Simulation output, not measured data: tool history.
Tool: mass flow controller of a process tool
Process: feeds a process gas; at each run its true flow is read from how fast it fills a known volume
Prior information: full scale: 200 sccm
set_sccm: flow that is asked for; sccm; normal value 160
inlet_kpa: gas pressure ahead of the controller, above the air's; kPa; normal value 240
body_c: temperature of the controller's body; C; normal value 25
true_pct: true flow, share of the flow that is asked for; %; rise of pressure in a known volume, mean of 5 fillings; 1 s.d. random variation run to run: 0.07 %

| run | hour | set_sccm | inlet_kpa | body_c | true_pct |
|---|---|---|---|---|---|
| 1 | 0 | 160 | 240 | 25 | 98.9 |
| 2 | 43.1 | 160 | 240 | 25 | 99.05 |
| 3 | 134.9 | 160 | 240 | 25 | 98.97 |
| 4 | 232.6 | 155 | 240 | 25 | 98.92 |
| 5 | 275 | 160 | 240 | 31 | 98.69 |
| 6 | 327 | 160 | 240 | 21 | 99.02 |
| 7 | 380 | 160 | 240 | 21 | 99.06 |
| 8 | 477.5 | 160 | 240 | 21 | 98.88 |
| 9 | 560.5 | 160 | 240 | 25 | 98.85 |
| 10 | 657.6 | 160 | 240 | 25 | 98.88 |
| 11 | 700 | 160 | 240 | 25 | 98.79 |
| 12 | 773.4 | 160 | 240 | 25 | 99 |
| 13 | 817.4 | 160 | 240 | 25 | 98.86 |
| 14 | 899.4 | 160 | 240 | 25 | 98.87 |
| 15 | 986.6 | 160 | 240 | 25 | 98.75 |
| 16 | 1044.6 | 160 | 240 | 21 | 98.91 |
| 17 | 1097.8 | 160 | 240 | 21 | 98.84 |
| 18 | 1178.3 | 160 | 240 | 21 | 98.99 |
| 19 | 1226.9 | 160 | 240 | 21 | 98.91 |
| 20 | 1288.4 | 160 | 240 | 21 | 98.99 |
| 21 | 1335.2 | 160 | 240 | 21 | 98.85 |
| 22 | 1435.1 | 160 | 240 | 21 | 98.97 |
| 23 | 1535.2 | 190 | 240 | 25 | 99.37 |
| 24 | 1629.5 | 190 | 240 | 25 | 99.23 |
| 25 | 1719.6 | 40 | 165 | 25 | 98.68 |
| 26 | 1793.9 | 148 | 170 | 25 | 98.92 |
| 27 | 1863.5 | 148 | 170 | 25 | 99.11 |
| 28 | 1948.5 | 160 | 215 | 26 | 99.02 |
|  | 1956.1 | controller's zero set anew |
| 29 | 2010.3 | 31 | 173 | 35 | 99.14 |
| 30 | 2098.4 | 31 | 173 | 35 | 99.09 |
|  | 2149.3 | controller's zero set anew, once more |
| 31 | 2151.5 | 160 | 188 | 34 | 98.36 |
| 32 | 2193.9 | 160 | 159 | 30 | 98.67 |
| 33 | 2255.2 | 160 | 159 | 30 | 98.68 |
| 34 | 2348.8 | 20 | 209 | 30 | 96.87 |
| 35 | 2400.5 | 42 | 144 | 26 | 97.41 |
| 36 | 2457.4 | 160 | 236 | 30 | 98.28 |
| 37 | 2538.3 | 160 | 163 | 39 | 98.54 |
| 38 | 2637.2 | 105 | 279 | 25 | 97.39 |
| 39 | 2680.2 | 86 | 240 | 38 | 96.99 |
| 40 | 2747.4 | 86 | 240 | 21 | 97.44 |
| 41 | 2843.7 | 77 | 193 | 30 | 97.48 |

3 options for the next run, each taken on its own from the tool as it stands now. Forecast them:
| A | 2936.3 | 26 | 189 | 21 | ? |
| B | 2936.3 | 134 | 251 | 31 | ? |
| C | 2936.3 | 55 | 180 | 33 | ? |

| run | true_pct |
|---|---|
| A | 97.48 |
| B | 97.75 |
| C | 97.33 |
Stripped of hidden state, with their random variation kept, the same runs would have yielded:
| run | true_pct |
|---|---|
| A | 97.7 |
| B | 98.58 |
| C | 97.94 |
